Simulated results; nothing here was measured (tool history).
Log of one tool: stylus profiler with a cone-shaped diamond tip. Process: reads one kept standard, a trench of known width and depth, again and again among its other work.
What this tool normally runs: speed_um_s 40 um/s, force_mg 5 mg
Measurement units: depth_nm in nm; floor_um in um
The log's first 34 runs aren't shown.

| run | hour | speed_um_s | force_mg | scans with this tip | hours of work since the height scale was calibrated | depth_nm | floor_um |
|---|---|---|---|---|---|---|---|
| 35 | 808.3 | 115 | 2.62 | 3542 | 134 | 1005.88 | 95.24 |
| 36 | 829.2 | 115 | 2.62 | 3581 | 143 | 1006.24 | 95.26 |
| 37 | 859 | 77 | 6 | 3635 | 156 | 1010.91 | 95.63 |
| 38 | 879.7 | 77 | 7.94 | 3673 | 165 | 1013.29 | 95.67 |
| 39 | 899.6 | 92 | 5.4 | 3710 | 174 | 1009.87 | 95.47 |
| 40 | 926.4 | 92 | 5.4 | 3759 | 185 | 1010.03 | 95.49 |
| 41 | 942.4 | 61 | 5 | 3789 | 192 | 1009.66 | 95.62 |
| 42 | 968.6 | 104 | 2.6 | 3837 | 203 | 1005.71 | 95.3 |
| 43 | 990.2 | 84 | 5 | 3877 | 212 | 1009.25 | 95.64 |
| 44 | 1009 | 12 | 3.04 | 3911 | 221 | 1006.45 | 95.78 |
| 45 | 1036.2 | 12 | 3.04 | 3961 | 232 | 1006.55 | 95.83 |

What if the next run were any one of these 4? Each begins from the tool's condition after run 45:
| A | 1051.6 | 50 | 2.56 | 3990 | 239 | ? | ? |
| B | 1051.6 | 12 | 10.18 | 3990 | 239 | ? | ? |
| C | 1051.6 | 37 | 14.28 | 3990 | 239 | ? | ? |
| D | 1051.6 | 11 | 5.43 | 3990 | 239 | ? | ? |

| run | depth_nm | floor_um |
|---|---|---|
| A | 1005.98 | 95.63 |
| B | 1015.55 | 95.87 |
| C | 1019.65 | 95.77 |
| D | 1009.84 | 95.84 |
Stripped of hidden state, with their random variation kept, the same runs would have yielded:
| run | depth_nm | floor_um |
|---|---|---|
| A | 1006.62 | 95.71 |
| B | 1016.2 | 95.95 |
| C | 1020.3 | 95.85 |
| D | 1010.48 | 95.92 |
